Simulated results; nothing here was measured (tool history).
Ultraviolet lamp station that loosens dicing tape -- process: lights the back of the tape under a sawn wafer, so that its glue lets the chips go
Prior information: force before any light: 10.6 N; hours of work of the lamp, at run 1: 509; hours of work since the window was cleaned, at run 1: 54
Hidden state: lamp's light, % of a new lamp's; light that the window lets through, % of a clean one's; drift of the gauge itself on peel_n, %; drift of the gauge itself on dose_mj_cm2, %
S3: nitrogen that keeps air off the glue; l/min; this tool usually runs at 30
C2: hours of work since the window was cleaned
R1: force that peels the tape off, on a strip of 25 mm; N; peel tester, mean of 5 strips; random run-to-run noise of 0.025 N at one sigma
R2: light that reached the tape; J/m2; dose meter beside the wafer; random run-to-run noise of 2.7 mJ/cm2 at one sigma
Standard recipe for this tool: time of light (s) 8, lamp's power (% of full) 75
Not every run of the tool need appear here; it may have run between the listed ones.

run 1 hour=0.0 | time_of_light_(s)=8 lamp's_power_(%_of_full)=75 S3=30 | hours_of_work_of_the_lamp=509 C2=54 | R1=1.221 R2=3720
run 2 hour=23.6 | time_of_light_(s)=8 lamp's_power_(%_of_full)=75 S3=30 | hours_of_work_of_the_lamp=522 C2=67 | R1=1.212 R2=3770
run 3 hour=49.0 | time_of_light_(s)=8 lamp's_power_(%_of_full)=75 S3=30 | hours_of_work_of_the_lamp=536 C2=81 | R1=1.186 R2=3740
run 4 hour=62.8 | time_of_light_(s)=8 lamp's_power_(%_of_full)=86 S3=30 | hours_of_work_of_the_lamp=544 C2=89 | R1=0.892 R2=4350
run 5 hour=76.9 | time_of_light_(s)=7 lamp's_power_(%_of_full)=75 S3=30 | hours_of_work_of_the_lamp=552 C2=97 | R1=1.606 R2=3330
run 6 hour=110.0 | time_of_light_(s)=8 lamp's_power_(%_of_full)=75 S3=30 | hours_of_work_of_the_lamp=570 C2=115 | R1=1.238 R2=3720
run 7 hour=124.2 | time_of_light_(s)=8 lamp's_power_(%_of_full)=75 S3=30 | hours_of_work_of_the_lamp=578 C2=123 | R1=1.247 R2=3750
run 8 hour=139.1 | time_of_light_(s)=8 lamp's_power_(%_of_full)=75 S3=30 | hours_of_work_of_the_lamp=587 C2=132 | R1=1.169 R2=3770
run 9 hour=161.3 | time_of_light_(s)=8 lamp's_power_(%_of_full)=75 S3=30 | hours_of_work_of_the_lamp=599 C2=144 | R1=1.182 R2=3810
run 10 hour=190.6 | time_of_light_(s)=8 lamp's_power_(%_of_full)=75 S3=30 | hours_of_work_of_the_lamp=615 C2=160 | R1=1.212 R2=3770
run 11 hour=217.3 | time_of_light_(s)=8 lamp's_power_(%_of_full)=75 S3=30 | hours_of_work_of_the_lamp=630 C2=175 | R1=1.223 R2=3750
run 12 hour=241.4 | time_of_light_(s)=8 lamp's_power_(%_of_full)=75 S3=30 | hours_of_work_of_the_lamp=644 C2=189 | R1=1.216 R2=3790
run 13 hour=274.9 | time_of_light_(s)=8 lamp's_power_(%_of_full)=75 S3=30 | hours_of_work_of_the_lamp=662 C2=207 | R1=1.220 R2=3720
run 14 hour=290.2 | time_of_light_(s)=8 lamp's_power_(%_of_full)=75 S3=28 | hours_of_work_of_the_lamp=671 C2=216 | R1=1.255 R2=3840
run 15 hour=308.0 | time_of_light_(s)=8 lamp's_power_(%_of_full)=75 S3=28 | hours_of_work_of_the_lamp=681 C2=226 | R1=1.359 R2=3760
run 16 hour=324.6 | time_of_light_(s)=9 lamp's_power_(%_of_full)=63 S3=21 | hours_of_work_of_the_lamp=690 C2=235 | R1=1.730 R2=3580
run 17 hour=352.5 | time_of_light_(s)=6 lamp's_power_(%_of_full)=94 S3=18 | hours_of_work_of_the_lamp=706 C2=250 | R1=1.962 R2=3570
run 18 hour=380.2 | time_of_light_(s)=8 lamp's_power_(%_of_full)=94 S3=30 | hours_of_work_of_the_lamp=721 C2=266 | R1=0.711 R2=4760
run 19 hour=412.9 | time_of_light_(s)=8 lamp's_power_(%_of_full)=72 S3=14 | hours_of_work_of_the_lamp=739 C2=284 | R1=2.138 R2=3610
run 20 hour=430.4 | time_of_light_(s)=5 lamp's_power_(%_of_full)=72 S3=43 | hours_of_work_of_the_lamp=749 C2=294 | R1=2.499 R2=2280
run 21 hour=446.9 | time_of_light_(s)=6 lamp's_power_(%_of_full)=75 S3=14 | hours_of_work_of_the_lamp=758 C2=303 | R1=3.085 R2=2840
run 22 hour=473.9 | time_of_light_(s)=7 lamp's_power_(%_of_full)=67 S3=9 | hours_of_work_of_the_lamp=773 C2=318 | R1=3.589 R2=2940
run 23 hour=495.7 | time_of_light_(s)=8 lamp's_power_(%_of_full)=87 S3=30 | hours_of_work_of_the_lamp=785 C2=330 | R1=0.867 R2=4350
run 24 hour=525.4 | time_of_light_(s)=6 lamp's_power_(%_of_full)=60 S3=44 | hours_of_work_of_the_lamp=802 C2=347 | R1=2.387 R2=2270
run 25 hour=550.7 | time_of_light_(s)=8 lamp's_power_(%_of_full)=75 S3=18 | hours_of_work_of_the_lamp=816 C2=361 | R1=1.749 R2=3800

Alternative continuations, all from the tool just after run 25; predict every row:
run A hour=579.3 | time_of_light_(s)=10 lamp's_power_(%_of_full)=72 S3=19 | hours_of_work_of_the_lamp=832 C2=377 | R1=? R2=?
run B hour=579.3 | time_of_light_(s)=5 lamp's_power_(%_of_full)=65 S3=21 | hours_of_work_of_the_lamp=832 C2=377 | R1=? R2=?
run C hour=579.3 | time_of_light_(s)=8 lamp's_power_(%_of_full)=75 S3=12 | hours_of_work_of_the_lamp=832 C2=377 | R1=? R2=?

run=A R1=1.186 R2=4500
run=B R1=3.784 R2=2070
run=C R1=2.235 R2=3710
The same runs, with their run-to-run variation unchanged, on a tool lacking any hidden condition would have given:
run=A R1=1.179 R2=4510
run=B R1=3.773 R2=2080
run=C R1=2.226 R2=3720

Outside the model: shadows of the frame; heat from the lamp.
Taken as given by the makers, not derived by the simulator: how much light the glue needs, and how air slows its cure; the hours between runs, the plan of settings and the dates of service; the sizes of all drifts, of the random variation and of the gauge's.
